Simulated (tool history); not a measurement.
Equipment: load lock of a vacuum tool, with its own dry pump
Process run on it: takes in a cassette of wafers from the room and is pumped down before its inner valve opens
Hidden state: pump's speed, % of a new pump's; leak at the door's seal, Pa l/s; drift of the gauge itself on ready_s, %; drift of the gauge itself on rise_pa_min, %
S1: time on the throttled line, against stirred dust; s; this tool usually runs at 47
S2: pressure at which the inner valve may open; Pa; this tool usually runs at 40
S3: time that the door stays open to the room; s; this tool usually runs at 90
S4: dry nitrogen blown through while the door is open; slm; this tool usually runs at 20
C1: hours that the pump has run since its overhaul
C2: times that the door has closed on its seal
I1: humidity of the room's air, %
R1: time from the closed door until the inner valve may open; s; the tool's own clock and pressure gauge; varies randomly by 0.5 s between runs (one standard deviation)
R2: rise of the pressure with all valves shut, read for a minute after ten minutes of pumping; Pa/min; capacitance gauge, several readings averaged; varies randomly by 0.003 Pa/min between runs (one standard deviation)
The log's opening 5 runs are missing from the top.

{"run": 6, "hour": 422.7, "S1": 47, "S2": 40, "S3": 90, "S4": 20, "C1": 9152, "C2": 14759, "I1": 42.8, "R1": 72.3, "R2": 0.052}
{"run": 7, "hour": 478.8, "S1": 47, "S2": 40, "S3": 90, "S4": 20, "C1": 9208, "C2": 14944, "I1": 44.1, "R1": 72.3, "R2": 0.058}
{"run": 8, "hour": 566.1, "S1": 47, "S2": 40, "S3": 90, "S4": 20, "C1": 9296, "C2": 15232, "I1": 45.5, "R1": 73.2, "R2": 0.054}
{"run": 9, "hour": 625.4, "S1": 47, "S2": 40, "S3": 90, "S4": 24, "C1": 9355, "C2": 15428, "I1": 46.4, "R1": 72.8, "R2": 0.058}
{"run": 10, "hour": 696.1, "S1": 47, "S2": 40, "S3": 90, "S4": 24, "C1": 9425, "C2": 15661, "I1": 44.3, "R1": 72.8, "R2": 0.058}
{"run": 11, "hour": 771.9, "S1": 47, "S2": 40, "S3": 90, "S4": 24, "C1": 9501, "C2": 15911, "I1": 45.3, "R1": 72.7, "R2": 0.054}
{"run": 12, "hour": 848.8, "S1": 47, "S2": 40, "S3": 90, "S4": 24, "C1": 9578, "C2": 16165, "I1": 43.2, "R1": 72.8, "R2": 0.052}
{"run": 13, "hour": 945.2, "S1": 47, "S2": 40, "S3": 200, "S4": 24, "C1": 9675, "C2": 16483, "I1": 42.2, "R1": 72.1, "R2": 0.067}
{"run": 14, "hour": 990.6, "S1": 47, "S2": 40, "S3": 200, "S4": 24, "C1": 9720, "C2": 16633, "I1": 45.2, "R1": 73.0, "R2": 0.068}
{"run": 15, "hour": 1086.0, "S1": 47, "S2": 40, "S3": 29, "S4": 20, "C1": 9815, "C2": 16948, "I1": 44.0, "R1": 72.9, "R2": 0.051}
{"run": 16, "hour": 1180.7, "S1": 47, "S2": 40, "S3": 90, "S4": 20, "C1": 9910, "C2": 17260, "I1": 47.1, "R1": 72.7, "R2": 0.063}
{"run": 17, "hour": 1233.1, "S1": 47, "S2": 40, "S3": 90, "S4": 20, "C1": 9963, "C2": 17433, "I1": 41.1, "R1": 73.2, "R2": 0.064}
{"run": 18, "hour": 1295.8, "S1": 83, "S2": 40, "S3": 51, "S4": 20, "C1": 10025, "C2": 17640, "I1": 42.4, "R1": 103.3, "R2": 0.055}
{"run": 19, "hour": 1354.3, "S1": 56, "S2": 40, "S3": 56, "S4": 20, "C1": 10084, "C2": 17833, "I1": 44.4, "R1": 80.5, "R2": 0.055}
{"run": 20, "hour": 1421.0, "S1": 56, "S2": 40, "S3": 56, "S4": 20, "C1": 10150, "C2": 18053, "I1": 44.1, "R1": 80.7, "R2": 0.063}
{"run": 21, "hour": 1502.4, "S1": 56, "S2": 40, "S3": 56, "S4": 20, "C1": 10232, "C2": 18322, "I1": 44.5, "R1": 82.1, "R2": 0.06}
{"run": 22, "hour": 1561.2, "S1": 56, "S2": 40, "S3": 56, "S4": 20, "C1": 10291, "C2": 18516, "I1": 44.8, "R1": 81.6, "R2": 0.06}
{"run": 23, "hour": 1606.3, "S1": 56, "S2": 40, "S3": 56, "S4": 20, "C1": 10336, "C2": 18665, "I1": 43.0, "R1": 81.2, "R2": 0.059}
{"run": 24, "hour": 1706.1, "S1": 77, "S2": 62, "S3": 28, "S4": 5, "C1": 10436, "C2": 18994, "I1": 44.9, "R1": 97.2, "R2": 0.069}
{"run": 25, "hour": 1795.4, "S1": 77, "S2": 62, "S3": 28, "S4": 5, "C1": 10525, "C2": 19289, "I1": 44.3, "R1": 97.1, "R2": 0.068}
{"run": 26, "hour": 1888.7, "S1": 34, "S2": 40, "S3": 36, "S4": 20, "C1": 10618, "C2": 19597, "I1": 45.0, "R1": 62.3, "R2": 0.06}
{"run": 27, "hour": 1948.9, "S1": 34, "S2": 40, "S3": 36, "S4": 20, "C1": 10678, "C2": 19795, "I1": 46.5, "R1": 63.0, "R2": 0.061}
{"run": 28, "hour": 1997.0, "S1": 34, "S2": 40, "S3": 36, "S4": 20, "C1": 10726, "C2": 19954, "I1": 42.2, "R1": 62.7, "R2": 0.062}
{"run": 29, "hour": 2086.1, "S1": 34, "S2": 40, "S3": 36, "S4": 20, "C1": 10816, "C2": 20248, "I1": 44.0, "R1": 63.7, "R2": 0.061}
{"run": 30, "hour": 2173.1, "S1": 74, "S2": 66, "S3": 44, "S4": 10, "C1": 10903, "C2": 20535, "I1": 44.6, "R1": 95.1, "R2": 0.073}

Run 31 comes next. What will it give?
{"run": 31, "hour": 2225.4, "S1": 42, "S2": 67, "S3": 90, "S4": 20, "C1": 10955, "C2": 20708, "I1": 47.0, "R1": "?", "R2": "?"}

{"run 31": {"R1": 67.0, "R2": 0.075}}
If the tool had no hidden condition, the same run with the same run-to-run variation would have returned R1 60.5 s, R2 0.027 Pa/min.

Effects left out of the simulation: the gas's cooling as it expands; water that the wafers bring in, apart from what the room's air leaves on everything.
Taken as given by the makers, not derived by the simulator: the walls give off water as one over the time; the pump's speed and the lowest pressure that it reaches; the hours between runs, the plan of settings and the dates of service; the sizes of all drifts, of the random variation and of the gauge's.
